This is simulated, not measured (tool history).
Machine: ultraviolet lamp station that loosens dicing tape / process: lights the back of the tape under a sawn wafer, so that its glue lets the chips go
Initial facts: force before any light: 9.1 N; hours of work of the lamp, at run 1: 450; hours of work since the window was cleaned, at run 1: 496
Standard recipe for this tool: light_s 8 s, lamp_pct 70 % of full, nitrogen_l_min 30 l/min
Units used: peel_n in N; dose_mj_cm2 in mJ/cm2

run	hour	light_s	lamp_pct	nitrogen_l_min	hours of work of the lamp	hours of work since the window was cleaned	peel_n	dose_mj_cm2
1	0	8	70	30	450	496	1.692	344
2	23.6	8	70	30	463	509	1.699	343
3	51.4	8	70	30	478	524	1.738	340
4	76.2	8	72	30	492	538	1.625	351
5	91.7	8	70	30	501	546	1.724	337
6	123	6	70	30	518	563	2.574	251
7	136.6	6	70	30	525	571	2.728	247
8	155.5	8	70	16	536	581	2.382	334
9	181.4	5	70	30	550	595	3.241	208
10	207.7	8	70	30	564	610	1.85	327
11	237.8	8	70	30	581	626	1.772	324
12	269.3	5	79	30	598	644	2.953	228

Run 13 comes next. What will it give?
# hour 271.2: window cleaned of glue's vapour
13	288.2	5	79	30	608	9	?	?

peel_n: 3.115 N
dose_mj_cm2: 216 mJ/cm2
With no hidden state in the tool, this same run would have given peel_n 2.03 N, dose_mj_cm2 304 mJ/cm2.

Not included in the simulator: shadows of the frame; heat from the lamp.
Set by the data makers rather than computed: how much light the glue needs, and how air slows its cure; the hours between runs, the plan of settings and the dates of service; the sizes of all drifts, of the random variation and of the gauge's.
